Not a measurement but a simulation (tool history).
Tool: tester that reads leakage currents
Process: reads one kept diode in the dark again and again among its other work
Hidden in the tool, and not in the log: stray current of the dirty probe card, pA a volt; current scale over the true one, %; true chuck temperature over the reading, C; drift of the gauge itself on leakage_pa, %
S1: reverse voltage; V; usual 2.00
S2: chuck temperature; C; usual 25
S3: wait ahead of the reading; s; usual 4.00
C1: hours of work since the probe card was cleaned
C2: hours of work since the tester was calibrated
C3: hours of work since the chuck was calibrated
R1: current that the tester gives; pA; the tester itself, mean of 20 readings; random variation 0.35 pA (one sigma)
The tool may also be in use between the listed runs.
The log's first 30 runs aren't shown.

run 31 hour=2248.4 | S1=3.08 S2=34 S3=1.26 | C1=964 C2=223 C3=2137 | R1=246.07
run 32 hour=2296.4 | S1=3.61 S2=35 S3=1.26 | C1=991 C2=250 C3=2164 | R1=284.33
run 33 hour=2399.9 | S1=3.61 S2=35 S3=1.26 | C1=1049 C2=307 C3=2222 | R1=282.35
run 34 hour=2469.6 | S1=7.36 S2=25 S3=4.00 | C1=1088 C2=346 C3=2260 | R1=153.51
run 35 hour=2563.5 | S1=7.36 S2=25 S3=4.00 | C1=1140 C2=399 C3=2313 | R1=152.84
run 36 hour=2636.0 | S1=7.36 S2=52 S3=6.45 | C1=1181 C2=439 C3=2353 | R1=1408.66
run 37 hour=2730.1 | S1=7.36 S2=22 S3=6.45 | C1=1233 C2=492 C3=2406 | R1=115.78
-- hour=2794.6 chuck's temperature calibrated
run 38 hour=2818.9 | S1=1.38 S2=26 S3=0.56 | C1=1282 C2=540 C3=14 | R1=111.64
run 39 hour=2883.9 | S1=1.03 S2=27 S3=7.93 | C1=1318 C2=577 C3=50 | R1=109.14
run 40 hour=2970.6 | S1=1.19 S2=32 S3=1.80 | C1=1366 C2=625 C3=98 | R1=176.28

4 ways to go on from here, each from the tool as it stands after run 40. What would each give?
run A hour=3061.1 | S1=17.76 S2=28 S3=8.09 | C1=1417 C2=676 C3=149 | R1=?
run B hour=3061.1 | S1=4.63 S2=25 S3=1.71 | C1=1417 C2=676 C3=149 | R1=?
run C hour=3061.1 | S1=16.52 S2=22 S3=1.32 | C1=1417 C2=676 C3=149 | R1=?
run D hour=3061.1 | S1=1.02 S2=25 S3=3.00 | C1=1417 C2=676 C3=149 | R1=?

run=A R1=330.45
run=B R1=156.29
run=C R1=196.71
run=D R1=89.60
Without the tool's hidden state the same runs would have given:
run=A R1=326.31
run=B R1=156.45
run=C R1=190.92
run=D R1=90.61
